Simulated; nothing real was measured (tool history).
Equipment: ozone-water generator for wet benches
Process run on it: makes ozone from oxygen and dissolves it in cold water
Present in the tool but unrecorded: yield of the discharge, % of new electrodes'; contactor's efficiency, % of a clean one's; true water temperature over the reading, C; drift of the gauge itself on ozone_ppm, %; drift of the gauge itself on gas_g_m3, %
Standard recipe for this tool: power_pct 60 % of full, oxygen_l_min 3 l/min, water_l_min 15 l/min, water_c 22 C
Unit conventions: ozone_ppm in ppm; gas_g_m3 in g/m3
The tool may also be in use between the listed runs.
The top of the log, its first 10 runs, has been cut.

run     day  power_pct  oxygen_l_min  water_l_min  water_c  hours of work since the electrodes were changed  hours of work since the contactor was cleaned  hours of work since the thermometer was calibrated  ozone_ppm  gas_g_m3
 11  19.767         60             3           15       22                                              709                                           3215                                                2087       14.3     202.2
 12  22.738         60             3           15       24                                              778                                           3284                                                2156       13.9     203.7
 13  25.804         60             3           15       24                                              849                                           3355                                                2227       13.8     205.1
 14  28.604         60             3           15       24                                              914                                           3420                                                2292       13.9     203.6
 15  30.179         60             3           15       30                                              951                                           3457                                                2329       12.9     201.3
 16    31.7         60             3           22       22                                              986                                           3492                                                2364        9.4       203
 17  34.592         60             3           22       22                                             1053                                           3559                                                2431        9.3     202.9
 18  37.304         60             3           22       22                                             1116                                           3622                                                2494        9.5     201.1
 19  39.742         60             3           22       22                                             1173                                           3679                                                2551        9.3     202.3
 20  42.488         90             3           15       22                                             1236                                           3742                                                2614       19.1     269.6
 21  45.233         62          4.33           15       17                                             1300                                           3806                                                2678       15.8     169.6
 22  46.488         62          4.33           15       17                                             1329                                           3835                                                2707       15.9     169.1
     46.933  -- contactor cleaned
 23    49.1         62          4.33           15       17                                             1386                                             50                                                2764       15.7       171
 24  51.488         54          3.08           12       18                                             1441                                            106                                                2819       17.6     184.1
 25  53.512         54          3.08           12       18                                             1488                                            153                                                2867       17.6       184
 26  55.062         54          3.32           12       19                                             1524                                            189                                                2903       17.4       178
     55.217  -- water thermometer calibrated
 27   57.75         40           2.3           13       15                                             1586                                            251                                                  59       13.3     176.2
 28  60.308         60          3.36           13       15                                             1646                                            310                                                 118       18.3     191.8
 29  62.446         60          3.36           13       15                                             1695                                            360                                                 168       18.3     190.6
 30  64.267         60          3.36           13       15                                             1738                                            402                                                 210       18.5     192.1
 31  66.892         50          5.08           23       15                                             1799                                            463                                                 271        8.7     133.3
 32  68.371         51          2.75           19       15                                             1833                                            497                                                 305       10.5     189.9
 33  70.988         51          2.75           19       15                                             1894                                            558                                                 366       10.3     191.5
 34  73.171         51          2.75           19       15                                             1944                                            609                                                 417       10.4     189.6

Predict each of these 3 candidate next runs independently; none follows another, all start after run 34:
  A  75.104         57          4.72           19       28                                             1989                                            654                                                 462          ?         ?
  B  75.104         52          2.75           22       15                                             1989                                            654                                                 462          ?         ?
  C  75.104         43          2.75           15       14                                             1989                                            654                                                 462          ?         ?

run  ozone_ppm  gas_g_m3
  A        9.9     152.4
  B        8.8     194.7
  C       12.3     166.8
Without the tool's hidden state the same runs would have given:
run  ozone_ppm  gas_g_m3
  A        9.9     152.5
  B        8.8     194.8
  C       12.3     166.9
